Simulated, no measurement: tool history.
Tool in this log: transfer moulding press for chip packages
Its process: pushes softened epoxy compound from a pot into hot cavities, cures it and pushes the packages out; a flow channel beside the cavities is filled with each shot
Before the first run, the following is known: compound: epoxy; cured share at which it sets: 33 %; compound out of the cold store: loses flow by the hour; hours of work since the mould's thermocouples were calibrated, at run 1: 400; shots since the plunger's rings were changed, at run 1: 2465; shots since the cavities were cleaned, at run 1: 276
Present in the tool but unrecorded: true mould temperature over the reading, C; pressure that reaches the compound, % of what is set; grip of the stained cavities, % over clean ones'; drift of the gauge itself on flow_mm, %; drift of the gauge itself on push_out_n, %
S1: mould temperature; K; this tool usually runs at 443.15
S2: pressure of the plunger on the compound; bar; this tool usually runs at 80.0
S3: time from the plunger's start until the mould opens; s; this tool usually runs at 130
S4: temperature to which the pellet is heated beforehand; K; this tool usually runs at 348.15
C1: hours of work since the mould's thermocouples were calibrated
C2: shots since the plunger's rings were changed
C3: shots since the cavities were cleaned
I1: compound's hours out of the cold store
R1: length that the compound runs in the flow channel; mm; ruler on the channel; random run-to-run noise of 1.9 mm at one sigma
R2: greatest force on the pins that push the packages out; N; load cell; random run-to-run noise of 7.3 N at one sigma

{"run": 1, "hour": 0.0, "S1": 443.15, "S2": 80.0, "S3": 130, "S4": 348.15, "C1": 400, "C2": 2465, "C3": 276, "I1": 16.7, "R1": 601, "R2": 394}
{"run": 2, "hour": 14.3, "S1": 443.15, "S2": 80.0, "S3": 130, "S4": 348.15, "C1": 408, "C2": 2578, "C3": 389, "I1": 9.8, "R1": 625, "R2": 420}
{"run": 3, "hour": 37.9, "S1": 443.15, "S2": 80.0, "S3": 119, "S4": 348.15, "C1": 420, "C2": 2764, "C3": 575, "I1": 44.3, "R1": 521, "R2": 488}
{"hour": 68.4, "done": "cavities cleaned with cleaning compound and waxed"}
{"run": 4, "hour": 71.1, "S1": 443.15, "S2": 80.0, "S3": 119, "S4": 341.15, "C1": 436, "C2": 3014, "C3": 21, "I1": 29.9, "R1": 559, "R2": 368}
{"run": 5, "hour": 86.3, "S1": 443.15, "S2": 80.0, "S3": 119, "S4": 341.15, "C1": 444, "C2": 3134, "C3": 141, "I1": 43.9, "R1": 516, "R2": 369}
{"run": 6, "hour": 115.6, "S1": 443.15, "S2": 80.0, "S3": 130, "S4": 355.15, "C1": 460, "C2": 3366, "C3": 373, "I1": 10.8, "R1": 617, "R2": 400}
{"run": 7, "hour": 142.7, "S1": 443.15, "S2": 80.0, "S3": 130, "S4": 355.15, "C1": 474, "C2": 3580, "C3": 587, "I1": 43.7, "R1": 515, "R2": 406}
{"run": 8, "hour": 167.9, "S1": 443.15, "S2": 64.7, "S3": 130, "S4": 345.15, "C1": 487, "C2": 3779, "C3": 786, "I1": 11.3, "R1": 551, "R2": 466}
{"hour": 171.2, "done": "cavities cleaned with cleaning compound and waxed"}
{"run": 9, "hour": 203.1, "S1": 443.15, "S2": 80.0, "S3": 131, "S4": 339.15, "C1": 505, "C2": 4045, "C3": 251, "I1": 9.3, "R1": 609, "R2": 414}

Estimate the outcome of run 10 from the log above:
{"run": 10, "hour": 229.1, "S1": 443.15, "S2": 80.0, "S3": 131, "S4": 339.15, "C1": 518, "C2": 4251, "C3": 457, "I1": 37.0, "R1": "?", "R2": "?"}

R1: 529 mm
R2: 431 N
The same run, on a tool lacking any hidden state, would have yielded R1 559 mm, R2 298 N.
